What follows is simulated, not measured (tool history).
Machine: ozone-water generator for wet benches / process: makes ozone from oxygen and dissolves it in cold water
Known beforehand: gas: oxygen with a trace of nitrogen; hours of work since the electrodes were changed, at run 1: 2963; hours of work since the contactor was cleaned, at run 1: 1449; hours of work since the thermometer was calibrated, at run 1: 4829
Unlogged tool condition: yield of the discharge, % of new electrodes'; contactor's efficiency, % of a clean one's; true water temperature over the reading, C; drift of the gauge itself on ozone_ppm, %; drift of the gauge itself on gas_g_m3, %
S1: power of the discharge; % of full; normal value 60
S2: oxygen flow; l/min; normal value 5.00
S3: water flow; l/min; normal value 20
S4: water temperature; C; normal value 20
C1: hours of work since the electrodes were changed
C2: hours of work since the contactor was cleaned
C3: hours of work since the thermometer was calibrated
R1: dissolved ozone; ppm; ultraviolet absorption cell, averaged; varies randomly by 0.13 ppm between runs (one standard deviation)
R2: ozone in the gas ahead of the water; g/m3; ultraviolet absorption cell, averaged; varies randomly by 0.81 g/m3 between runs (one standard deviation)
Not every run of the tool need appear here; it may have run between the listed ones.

run,day,S1,S2,S3,S4,C1,C2,C3,R1,R2
1,0.000,60,5.00,20,20,2963,1449,4829,12.0,109.2
2,2.675,60,5.00,20,20,3002,1488,4868,12.0,108.0
3,8.000,60,5.00,15,20,3080,1566,4946,14.2,109.5
4,13.279,60,5.00,20,20,3158,1643,5023,11.7,108.0
5,17.867,60,5.00,20,20,3225,1711,5091,11.6,107.9
6,22.754,60,5.00,20,20,3296,1782,5162,11.5,106.9
7,25.238,60,5.00,20,20,3333,1819,5199,11.7,108.3
8,29.492,60,5.00,20,20,3395,1881,5261,11.5,106.8
9,32.954,60,5.00,20,20,3446,1932,5312,11.5,108.0
10,37.071,60,5.00,20,20,3506,1992,5372,11.4,106.9
11,41.329,60,5.00,20,20,3569,2055,5435,11.3,106.2
# day 42.896: water thermometer calibrated
12,43.883,60,5.00,20,20,3606,2092,15,11.3,105.4
13,46.450,60,5.00,20,20,3644,2130,52,11.5,105.2
14,51.962,60,5.00,19,20,3725,2211,133,11.7,105.3
15,54.588,80,5.00,32,20,3763,2249,172,9.1,123.4
16,57.750,80,5.00,32,20,3809,2295,218,9.1,123.8
17,62.062,60,5.00,20,12,3873,2359,281,12.7,103.5
18,67.100,71,2.80,27,15,3947,2433,355,8.2,138.5
19,69.675,71,2.80,27,15,3984,2470,393,8.0,137.7
20,71.958,71,2.80,27,15,4018,2504,426,8.0,137.4
21,76.346,60,5.00,21,20,4082,2568,491,10.6,103.4
22,79.554,60,5.00,24,20,4129,2615,538,9.6,102.4
23,84.183,60,5.00,24,20,4197,2683,606,9.4,101.8
24,86.521,78,3.47,13,15,4231,2717,640,17.0,133.9
25,89.996,78,3.47,13,19,4282,2768,691,15.8,134.5
26,92.671,78,3.47,13,19,4322,2808,730,16.4,132.2
# day 97.675: contactor cleaned
27,98.212,78,4.20,13,19,4400,8,809,17.2,125.5

Here are 5 independent what-if runs from the current tool condition. What would each one return?
A,102.750,46,3.84,13,21,4467,74,875,?,?
B,102.750,78,5.18,14,16,4467,74,875,?,?
C,102.750,60,5.00,12,20,4467,74,875,?,?
D,102.750,78,3.27,13,19,4467,74,875,?,?
E,102.750,48,4.20,28,19,4467,74,875,?,?

run,R1,R2
A,12.3,94.0
B,17.6,116.3
C,15.2,101.4
D,16.4,134.5
E,7.4,94.0
With no hidden state in the tool, these same runs would have given:
run,R1,R2
A,14.7,112.7
B,23.1,152.1
C,19.2,126.9
D,21.5,175.9
E,9.0,113.4
